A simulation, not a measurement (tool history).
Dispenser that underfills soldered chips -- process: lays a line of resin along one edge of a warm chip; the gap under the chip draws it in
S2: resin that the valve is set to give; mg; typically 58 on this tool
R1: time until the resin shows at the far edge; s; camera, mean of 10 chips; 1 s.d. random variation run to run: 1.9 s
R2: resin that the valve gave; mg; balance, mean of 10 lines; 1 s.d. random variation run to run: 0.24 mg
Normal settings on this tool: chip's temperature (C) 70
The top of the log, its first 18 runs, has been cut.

run 19 hour=78.7 | chip's_temperature_(C)=84 S2=58 | R1=126.6 R2=57.3
-- hour=79.8 new syringe of resin
run 20 hour=82.2 | chip's_temperature_(C)=76 S2=73 | R1=149.6 R2=71.87
run 21 hour=87.1 | chip's_temperature_(C)=66 S2=75.2 | R1=314.6 R2=74.69
-- hour=88.5 new syringe of resin
run 22 hour=91.6 | chip's_temperature_(C)=66 S2=75.2 | R1=264.2 R2=73.61
-- hour=97.1 new syringe of resin
run 23 hour=98.2 | chip's_temperature_(C)=75 S2=61.4 | R1=151.3 R2=59.57
run 24 hour=102.3 | chip's_temperature_(C)=66 S2=60.1 | R1=289.8 R2=58.7
-- hour=106 new syringe of resin
run 25 hour=107.7 | chip's_temperature_(C)=66 S2=60.1 | R1=246.6 R2=57.98
run 26 hour=113.4 | chip's_temperature_(C)=64 S2=50.7 | R1=359 R2=48.91
-- hour=114.7 new syringe of resin
run 27 hour=119.3 | chip's_temperature_(C)=84 S2=71.5 | R1=114.6 R2=68.96

The next listed run, before its measurement:
-- hour=123.2 new syringe of resin
run 28 hour=123.4 | chip's_temperature_(C)=84 S2=71.5 | R1=? R2=?

Run 28 yielded R1 95.2 s, R2 69.3 mg.
With no hidden state in the tool, this same run would have given R1 89.1 s, R2 71.97 mg.
